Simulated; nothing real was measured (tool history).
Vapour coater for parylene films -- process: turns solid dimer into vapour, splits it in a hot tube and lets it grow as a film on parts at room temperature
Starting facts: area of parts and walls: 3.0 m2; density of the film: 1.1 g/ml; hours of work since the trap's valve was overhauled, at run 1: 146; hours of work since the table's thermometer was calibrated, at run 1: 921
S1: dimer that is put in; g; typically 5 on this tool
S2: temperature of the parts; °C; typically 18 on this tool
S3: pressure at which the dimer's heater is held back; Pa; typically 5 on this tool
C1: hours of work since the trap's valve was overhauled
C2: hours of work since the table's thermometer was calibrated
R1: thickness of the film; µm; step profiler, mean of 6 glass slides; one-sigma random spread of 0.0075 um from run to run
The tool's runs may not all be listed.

run	hour	S1	S2	S3	C1	C2	R1
1	0	5	18	5	146	921	1.021
2	34.1	5	18	2.9	168	943	1.053
3	64.5	6	18	2.9	187	962	1.24
4	103.7	5	18	5	211	986	1.009
5	132.8	5	18	5	229	1004	0.984
# hour 144.9: trap's valve overhauled
6	169.2	5	18	5	15	1024	1.05
7	198.3	5	26	5	33	1042	0.731
8	220	5	26	5	47	1056	0.751
9	245.2	5	27	5	62	1071	0.696
10	265.1	5	19	5	75	1084	0.988
11	290.4	5	19	5	90	1099	0.991
12	322.1	5	18	5	110	1119	1.019
13	345.1	5	18	5	124	1133	1.008
14	372.3	5	18	5	141	1150	1.006
15	405.5	5	18	5	162	1171	0.994
16	427.4	5	18	5	175	1184	0.998
17	451.5	5	18	11.98	190	1199	0.933
18	470.5	4	18	5	202	1211	0.782
19	493.2	4	18	5	216	1225	0.796
20	519.3	5	18	5	232	1241	0.983
# hour 525.9: trap's valve overhauled
21	545.8	5	18	2.14	12	1255	1.119
22	581.4	4	18	5	34	1277	0.831
23	605.8	4	18	5	50	1293	0.83
24	646.7	8	18	5	75	1318	1.636
25	688.6	8	18	2.25	101	1344	1.715
26	726.2	5	22	9.03	124	1367	0.808
27	755.3	5	18	4.51	142	1385	1.002
28	796.6	5	18	4.51	168	1411	1.006
29	820.7	5	18	4.51	183	1426	1.008
# hour 823.6: table's thermometer calibrated
30	852.9	5	18	4.51	202	18	0.99
31	889.2	5	12	8.87	225	41	1.21
# hour 909.1: trap's valve overhauled
32	922.8	5	12	8.87	9	59	1.261
33	964.4	8	16	6.09	34	85	1.744
34	1004.3	5	18	11.71	59	110	0.947
35	1038.7	5	18	3.81	80	131	1.013
# hour 1078.9: table's thermometer calibrated, once more
36	1082.8	5	15	4.4	107	2	1.21
37	1110.6	2	26	7.75	124	20	0.288
38	1154.5	2	26	7.75	152	47	0.282
39	1174.1	2	11	4.98	164	59	0.57
40	1197.9	3	11	3.64	179	74	0.839
41	1217.1	5	18	2.04	191	86	1.094
42	1243.3	5	18	2.04	207	102	1.077
43	1265.6	3	20	2.04	221	116	0.586
# hour 1290.7: trap's valve overhauled
44	1302	6	18	5	7	136	1.3
45	1330.3	5	18	5	25	154	1.073
46	1357.1	3	11	8.7	41	170	0.829
47	1396.4	3	11	7.25	66	195	0.825

Entry by entry between the runs, the difference in hidden state between the last listed run before and the first listed run after:
From run 5 to run 6: trap's valve overhauled (hour 144.9)
  vapour lost through the trap's worn valve, %: 5.6 -> 1.3; true temperature of the parts over the reading, C: 0.6 -> 0.62
  measured minus no-state result, R1: -0.087 -> -0.041 µm
From run 20 to run 21: trap's valve overhauled (hour 525.9)
  vapour lost through the trap's worn valve, %: 6.6 -> 0.5
  measured minus no-state result, R1: -0.104 -> -0.043 µm
From run 29 to run 30: table's thermometer calibrated (hour 823.6)
  vapour lost through the trap's worn valve, %: 4.6 -> 5.1; true temperature of the parts over the reading, C: 0.87 -> 1.21
  measured minus no-state result, R1: -0.089 -> -0.108 µm
From run 31 to run 32: trap's valve overhauled (hour 909.1)
  vapour lost through the trap's worn valve, %: 5.6 -> 0.7; true temperature of the parts over the reading, C: 1.22 -> 1.23
  measured minus no-state result, R1: -0.142 -> -0.079 µm
From run 35 to run 36: table's thermometer calibrated, once more (hour 1078.9)
  vapour lost through the trap's worn valve, %: 2.4 -> 3.1; true temperature of the parts over the reading, C: 1.28 -> 0.04
  measured minus no-state result, R1: -0.084 -> -0.04 µm
From run 43 to run 44: trap's valve overhauled (hour 1290.7)
  vapour lost through the trap's worn valve, %: 5.7 -> 0.3; true temperature of the parts over the reading, C: 0.11 -> 0.13
  measured minus no-state result, R1: -0.039 -> -0.012 µm
